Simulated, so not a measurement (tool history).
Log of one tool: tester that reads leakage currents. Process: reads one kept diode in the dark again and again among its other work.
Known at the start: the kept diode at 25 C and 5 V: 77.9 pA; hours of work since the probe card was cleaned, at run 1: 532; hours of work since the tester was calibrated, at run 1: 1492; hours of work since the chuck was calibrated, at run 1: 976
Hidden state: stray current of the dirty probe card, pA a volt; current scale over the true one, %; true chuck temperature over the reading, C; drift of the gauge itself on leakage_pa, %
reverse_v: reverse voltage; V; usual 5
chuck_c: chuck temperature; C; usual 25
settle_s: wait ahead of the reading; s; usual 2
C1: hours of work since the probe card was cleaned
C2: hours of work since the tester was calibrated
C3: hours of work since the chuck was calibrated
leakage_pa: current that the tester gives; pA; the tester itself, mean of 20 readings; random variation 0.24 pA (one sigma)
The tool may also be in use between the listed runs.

run 1 hour=0 | reverse_v=5 chuck_c=25 settle_s=2 | C1=532 C2=1492 C3=976 | leakage_pa=92.77
run 2 hour=229.3 | reverse_v=5 chuck_c=41 settle_s=2 | C1=691 C2=1651 C3=1135 | leakage_pa=344.39
run 3 hour=337.4 | reverse_v=5 chuck_c=41 settle_s=2 | C1=766 C2=1726 C3=1210 | leakage_pa=346.84
run 4 hour=503.9 | reverse_v=5 chuck_c=25 settle_s=2 | C1=881 C2=1841 C3=1325 | leakage_pa=97.64
run 5 hour=709.8 | reverse_v=5 chuck_c=25 settle_s=1.67 | C1=1024 C2=1984 C3=1468 | leakage_pa=100.33
-- hour=886.8 chuck's temperature calibrated
run 6 hour=919.2 | reverse_v=5 chuck_c=25 settle_s=1.67 | C1=1167 C2=2128 C3=22 | leakage_pa=82.98
run 7 hour=1153.5 | reverse_v=5 chuck_c=25 settle_s=4.65 | C1=1330 C2=2290 C3=185 | leakage_pa=84.82
run 8 hour=1326.9 | reverse_v=5 chuck_c=25 settle_s=5.12 | C1=1450 C2=2410 C3=305 | leakage_pa=85.91
run 9 hour=1493.8 | reverse_v=5 chuck_c=25 settle_s=5.12 | C1=1566 C2=2526 C3=421 | leakage_pa=87.01
run 10 hour=1658.2 | reverse_v=4.19 chuck_c=25 settle_s=2 | C1=1680 C2=2640 C3=535 | leakage_pa=80.55
run 11 hour=1859.2 | reverse_v=5 chuck_c=25 settle_s=2 | C1=1819 C2=2779 C3=674 | leakage_pa=91.24
run 12 hour=2076.7 | reverse_v=5 chuck_c=25 settle_s=2 | C1=1970 C2=2930 C3=825 | leakage_pa=92.95
-- hour=2148 tester calibrated
run 13 hour=2279.3 | reverse_v=5 chuck_c=25 settle_s=2 | C1=2109 C2=91 C3=964 | leakage_pa=93.91
run 14 hour=2493.1 | reverse_v=5 chuck_c=25 settle_s=2 | C1=2257 C2=239 C3=1112 | leakage_pa=96.71
run 15 hour=2589.5 | reverse_v=5 chuck_c=25 settle_s=2 | C1=2324 C2=306 C3=1179 | leakage_pa=96.56
run 16 hour=2794 | reverse_v=5 chuck_c=25 settle_s=2 | C1=2466 C2=448 C3=1321 | leakage_pa=99.7
run 17 hour=3031.2 | reverse_v=5 chuck_c=25 settle_s=2 | C1=2630 C2=612 C3=1485 | leakage_pa=101.76
-- hour=3178 chuck's temperature calibrated
run 18 hour=3272.9 | reverse_v=15.07 chuck_c=25 settle_s=2 | C1=2796 C2=778 C3=66 | leakage_pa=175.61
run 19 hour=3467.5 | reverse_v=5 chuck_c=25 settle_s=2 | C1=2931 C2=913 C3=201 | leakage_pa=89.49
run 20 hour=3674.2 | reverse_v=5 chuck_c=25 settle_s=2 | C1=3074 C2=1057 C3=344 | leakage_pa=91.28
run 21 hour=3890.5 | reverse_v=5.53 chuck_c=48 settle_s=6.46 | C1=3224 C2=1207 C3=494 | leakage_pa=574.11
run 22 hour=4002.9 | reverse_v=3.47 chuck_c=25 settle_s=0.46 | C1=3302 C2=1284 C3=572 | leakage_pa=77.48
run 23 hour=4229.7 | reverse_v=5 chuck_c=31 settle_s=0.64 | C1=3460 C2=1442 C3=729 | leakage_pa=155.53

Run 24 comes next. What will it give?
run 24 hour=4382.2 | reverse_v=5 chuck_c=31 settle_s=0.64 | C1=3565 C2=1547 C3=835 | leakage_pa=?

leakage_pa: 157.87 pA
Without the tool's hidden state the same run would have given leakage_pa 133.06 pA.
